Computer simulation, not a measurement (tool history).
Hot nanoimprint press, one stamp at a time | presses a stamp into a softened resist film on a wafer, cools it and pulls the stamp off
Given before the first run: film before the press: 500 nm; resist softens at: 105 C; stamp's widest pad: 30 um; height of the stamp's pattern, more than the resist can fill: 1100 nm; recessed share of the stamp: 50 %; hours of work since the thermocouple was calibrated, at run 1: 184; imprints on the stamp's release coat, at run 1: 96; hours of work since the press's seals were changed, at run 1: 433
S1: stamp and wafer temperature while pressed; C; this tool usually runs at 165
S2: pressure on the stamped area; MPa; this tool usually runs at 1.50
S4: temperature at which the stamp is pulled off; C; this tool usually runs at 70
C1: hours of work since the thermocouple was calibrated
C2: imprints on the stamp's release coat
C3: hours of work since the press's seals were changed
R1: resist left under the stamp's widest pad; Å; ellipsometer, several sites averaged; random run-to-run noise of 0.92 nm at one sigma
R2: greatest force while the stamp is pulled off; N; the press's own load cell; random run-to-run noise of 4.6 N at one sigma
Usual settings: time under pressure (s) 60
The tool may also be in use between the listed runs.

{"run": 1, "hour": 0.0, "S1": 165, "S2": 1.5, "time under pressure (s)": 60, "S4": 70, "C1": 184, "C2": 96, "C3": 433, "R1": 2135, "R2": 229}
{"run": 2, "hour": 22.6, "S1": 165, "S2": 1.88, "time under pressure (s)": 60, "S4": 70, "C1": 198, "C2": 141, "C3": 446, "R1": 1941, "R2": 224}
{"run": 3, "hour": 62.4, "S1": 176, "S2": 1.5, "time under pressure (s)": 60, "S4": 70, "C1": 222, "C2": 220, "C3": 471, "R1": 1441, "R2": 246}
{"run": 4, "hour": 83.3, "S1": 176, "S2": 1.5, "time under pressure (s)": 60, "S4": 60, "C1": 235, "C2": 261, "C3": 484, "R1": 1430, "R2": 261}
{"run": 5, "hour": 102.1, "S1": 165, "S2": 1.11, "time under pressure (s)": 60, "S4": 70, "C1": 246, "C2": 299, "C3": 495, "R1": 2411, "R2": 231}
{"run": 6, "hour": 137.9, "S1": 165, "S2": 1.65, "time under pressure (s)": 60, "S4": 70, "C1": 268, "C2": 370, "C3": 517, "R1": 2041, "R2": 249}
{"run": 7, "hour": 166.9, "S1": 165, "S2": 1.65, "time under pressure (s)": 60, "S4": 70, "C1": 286, "C2": 428, "C3": 535, "R1": 2030, "R2": 240}
{"run": 8, "hour": 206.8, "S1": 165, "S2": 1.65, "time under pressure (s)": 60, "S4": 70, "C1": 311, "C2": 507, "C3": 559, "R1": 2048, "R2": 260}
{"run": 9, "hour": 227.2, "S1": 165, "S2": 1.65, "time under pressure (s)": 60, "S4": 70, "C1": 323, "C2": 548, "C3": 572, "R1": 2028, "R2": 251}
{"run": 10, "hour": 258.9, "S1": 165, "S2": 1.65, "time under pressure (s)": 60, "S4": 70, "C1": 343, "C2": 611, "C3": 592, "R1": 2021, "R2": 257}
{"hour": 289.1, "done": "press's hydraulic seals changed and the load cell set to zero"}
{"run": 11, "hour": 303.8, "S1": 165, "S2": 1.5, "time under pressure (s)": 60, "S4": 70, "C1": 365, "C2": 684, "C3": 9, "R1": 2069, "R2": 276}
{"run": 12, "hour": 322.4, "S1": 165, "S2": 1.78, "time under pressure (s)": 60, "S4": 70, "C1": 377, "C2": 721, "C3": 20, "R1": 1910, "R2": 264}
{"run": 13, "hour": 360.9, "S1": 165, "S2": 1.78, "time under pressure (s)": 60, "S4": 70, "C1": 401, "C2": 798, "C3": 44, "R1": 1899, "R2": 273}
{"hour": 377.4, "done": "plate thermocouple calibrated"}
{"run": 14, "hour": 400.2, "S1": 165, "S2": 1.78, "time under pressure (s)": 60, "S4": 70, "C1": 14, "C2": 870, "C3": 66, "R1": 2010, "R2": 288}
{"run": 15, "hour": 418.4, "S1": 175, "S2": 1.5, "time under pressure (s)": 60, "S4": 70, "C1": 25, "C2": 906, "C3": 78, "R1": 1513, "R2": 290}
{"run": 16, "hour": 448.2, "S1": 175, "S2": 1.5, "time under pressure (s)": 60, "S4": 70, "C1": 43, "C2": 965, "C3": 96, "R1": 1515, "R2": 299}
{"run": 17, "hour": 480.6, "S1": 175, "S2": 1.5, "time under pressure (s)": 97, "S4": 60, "C1": 63, "C2": 1030, "C3": 116, "R1": 1212, "R2": 333}
{"run": 18, "hour": 507.0, "S1": 172, "S2": 1.5, "time under pressure (s)": 115, "S4": 70, "C1": 80, "C2": 1083, "C3": 132, "R1": 1267, "R2": 303}
{"run": 19, "hour": 527.4, "S1": 164, "S2": 1.04, "time under pressure (s)": 37, "S4": 67, "C1": 92, "C2": 1123, "C3": 145, "R1": 3057, "R2": 317}
{"run": 20, "hour": 545.1, "S1": 164, "S2": 1.04, "time under pressure (s)": 50, "S4": 67, "C1": 103, "C2": 1158, "C3": 155, "R1": 2788, "R2": 328}
{"run": 21, "hour": 587.8, "S1": 157, "S2": 2.16, "time under pressure (s)": 89, "S4": 59, "C1": 129, "C2": 1243, "C3": 182, "R1": 2153, "R2": 361}
{"run": 22, "hour": 620.4, "S1": 157, "S2": 2.16, "time under pressure (s)": 89, "S4": 59, "C1": 149, "C2": 1308, "C3": 202, "R1": 2159, "R2": 371}
{"run": 23, "hour": 661.1, "S1": 165, "S2": 1.5, "time under pressure (s)": 83, "S4": 70, "C1": 174, "C2": 1389, "C3": 227, "R1": 1885, "R2": 338}
{"run": 24, "hour": 682.9, "S1": 165, "S2": 1.5, "time under pressure (s)": 83, "S4": 70, "C1": 188, "C2": 1432, "C3": 240, "R1": 1881, "R2": 329}
{"run": 25, "hour": 716.8, "S1": 165, "S2": 1.5, "time under pressure (s)": 83, "S4": 70, "C1": 208, "C2": 1500, "C3": 261, "R1": 1888, "R2": 349}
{"run": 26, "hour": 754.4, "S1": 160, "S2": 1.5, "time under pressure (s)": 111, "S4": 70, "C1": 232, "C2": 1575, "C3": 284, "R1": 2036, "R2": 336}
{"hour": 764.2, "done": "stamp cleaned and given a new release coat"}
{"run": 27, "hour": 793.6, "S1": 165, "S2": 1.75, "time under pressure (s)": 91, "S4": 70, "C1": 252, "C2": 59, "C3": 304, "R1": 1669, "R2": 232}
{"run": 28, "hour": 813.7, "S1": 165, "S2": 1.75, "time under pressure (s)": 91, "S4": 70, "C1": 264, "C2": 99, "C3": 317, "R1": 1665, "R2": 236}
{"run": 29, "hour": 846.3, "S1": 165, "S2": 1.69, "time under pressure (s)": 92, "S4": 75, "C1": 284, "C2": 164, "C3": 337, "R1": 1689, "R2": 229}
{"run": 30, "hour": 888.0, "S1": 165, "S2": 1.69, "time under pressure (s)": 92, "S4": 75, "C1": 310, "C2": 247, "C3": 362, "R1": 1709, "R2": 235}
{"run": 31, "hour": 916.3, "S1": 165, "S2": 1.14, "time under pressure (s)": 49, "S4": 61, "C1": 327, "C2": 303, "C3": 380, "R1": 2568, "R2": 262}

For each run, the measured value with the value that run would have given without the tool's hidden condition subtracted. The run-to-run variation is shared by both, the gauge scatter possibly not:
What the log doesn't record here: true temperature over the reading, C; pressure that arrives at the usual setting, %; grip of the stamp's worn release coat, % over a new coat's; drift of the gauge itself on residual_nm, %; drift of the gauge itself on pull_off_n, %.
run=1 R1=-37 R2=+5
run=2 R1=-32 R2=+8
run=3 R1=-25 R2=+14
run=4 R1=-27 R2=+19
run=5 R1=-60 R2=+19
run=6 R1=-49 R2=+25
run=7 R1=-52 R2=+28
run=8 R1=-56 R2=+36
run=9 R1=-58 R2=+37
run=10 R1=-62 R2=+42
run=11 R1=-106 R2=+49
run=12 R1=-104 R2=+50
run=13 R1=-107 R2=+56
run=14 R1=+4 R2=+68
run=15 R1=+1 R2=+70
run=16 R1=-1 R2=+76
run=17 R1=-2 R2=+89
run=18 R1=-5 R2=+84
run=19 R1=-15 R2=+90
run=20 R1=-18 R2=+95
run=21 R1=-20 R2=+111
run=22 R1=-23 R2=+119
run=23 R1=-26 R2=+112
run=24 R1=-28 R2=+112
run=25 R1=-33 R2=+122
run=26 R1=-42 R2=+122
run=27 R1=-35 R2=+2
run=28 R1=-36 R2=+5
run=29 R1=-41 R2=+10
run=30 R1=-45 R2=+16
run=31 R1=-69 R2=+22
